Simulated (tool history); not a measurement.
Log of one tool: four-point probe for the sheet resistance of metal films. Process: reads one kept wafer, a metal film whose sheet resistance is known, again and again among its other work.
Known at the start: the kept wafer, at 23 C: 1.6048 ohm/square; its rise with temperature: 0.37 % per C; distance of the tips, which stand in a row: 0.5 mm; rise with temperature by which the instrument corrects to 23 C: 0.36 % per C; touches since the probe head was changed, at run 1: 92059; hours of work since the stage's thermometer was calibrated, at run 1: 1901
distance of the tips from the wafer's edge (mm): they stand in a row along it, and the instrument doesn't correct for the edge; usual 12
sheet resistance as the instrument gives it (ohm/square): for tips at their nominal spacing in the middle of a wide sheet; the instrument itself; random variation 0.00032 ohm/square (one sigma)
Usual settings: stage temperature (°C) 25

run   hour  stage temperature (°C)  distance of the tips from the wafer's edge (mm)  touches since the probe head was changed  hours of work since the stage's thermometer was calibrated  sheet resistance as the instrument gives it (ohm/square)
  1      0                      25                                               12                                     92059                                                        1901                                                  1.596519
  2   43.1                      25                                               12                                     93199                                                        1918                                                  1.596086
  3    125                      25                                               12                                     95367                                                        1951                                                  1.596132
  4  172.9                      25                                               29                                     96634                                                        1970                                                  1.594565
  5  221.8                      25                                               29                                     97928                                                        1990                                                  1.594645
  6  289.9                      25                                               29                                     99730                                                        2018                                                  1.594193
     295.1  -- stage's thermometer calibrated
  7  365.5                      25                                               29                                    101718                                                          28                                                  1.592648
  8    441                      25                                               12                                    103714                                                          59                                                  1.593611

Forecast run 9:
  9  494.8                      25                                               69                                    105138                                                          81                                                         ?

{"run 9": {"sheet resistance as the instrument gives it (ohm/square)": 1.592255}}
Without the tool's hidden state the same run would have given sheet resistance as the instrument gives it (ohm/square) 1.605098.
